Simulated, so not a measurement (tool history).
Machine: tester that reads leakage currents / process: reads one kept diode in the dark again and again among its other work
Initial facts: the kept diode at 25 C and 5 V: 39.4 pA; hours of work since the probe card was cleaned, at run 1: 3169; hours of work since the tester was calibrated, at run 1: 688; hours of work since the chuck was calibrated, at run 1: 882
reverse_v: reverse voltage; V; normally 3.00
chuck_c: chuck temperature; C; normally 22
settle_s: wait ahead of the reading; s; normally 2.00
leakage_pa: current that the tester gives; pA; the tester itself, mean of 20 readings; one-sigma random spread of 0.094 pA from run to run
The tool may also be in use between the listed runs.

run	hour	reverse_v	chuck_c	settle_s	hours of work since the probe card was cleaned	hours of work since the tester was calibrated	hours of work since the chuck was calibrated	leakage_pa
1	0.0	3.00	22	2.00	3169	688	882	38.77
# hour 107.5: chuck's temperature calibrated
2	110.8	1.12	22	2.00	3254	773	3	21.38
3	232.9	2.15	22	2.00	3349	868	97	29.85
4	314.5	3.00	22	2.00	3412	931	161	35.63
5	430.8	3.00	22	2.00	3502	1021	251	36.27
6	494.3	3.00	22	2.00	3552	1071	300	36.73
7	580.4	3.00	22	3.77	3618	1137	367	36.88
8	724.6	3.00	22	3.77	3730	1249	479	37.58
9	848.3	3.00	22	3.61	3826	1345	575	38.57
# hour 897.7: probe card cleaned and baked
10	941.8	3.00	22	3.61	34	1416	645	29.38
11	1045.5	3.00	22	2.00	115	1496	726	30.45
12	1117.6	3.00	22	2.00	171	1552	782	30.91
13	1231.1	1.42	55	2.00	259	1640	870	251.02
14	1343.0	1.23	22	3.92	346	1727	957	22.83
# hour 1353.1: chuck's temperature calibrated
15	1422.6	1.75	47	1.83	406	1787	54	141.62
16	1487.0	1.25	41	2.39	456	1837	104	83.01
17	1563.0	8.78	25	2.39	515	1897	163	55.09
18	1690.0	3.00	44	2.24	614	1995	262	145.16
19	1763.9	3.00	41	0.75	671	2052	319	119.57
20	1911.3	2.19	29	0.51	786	2167	433	46.62
21	2037.1	13.81	32	0.51	883	2265	531	128.41
22	2122.9	1.03	32	0.51	950	2331	598	44.40
23	2217.7	1.03	32	0.51	1023	2405	671	44.94

What if the next run were any one of these 3? Each begins from the tool's condition after run 23:
A	2327.7	14.13	36	1.14	1109	2490	757	?
B	2327.7	1.49	32	1.01	1109	2490	757	?
C	2327.7	6.96	41	0.43	1109	2490	757	?

run	leakage_pa
A	171.27
B	52.00
C	181.78
Had the tool no hidden state, the same runs would have come out as:
run	leakage_pa
A	139.46
B	44.27
C	154.90
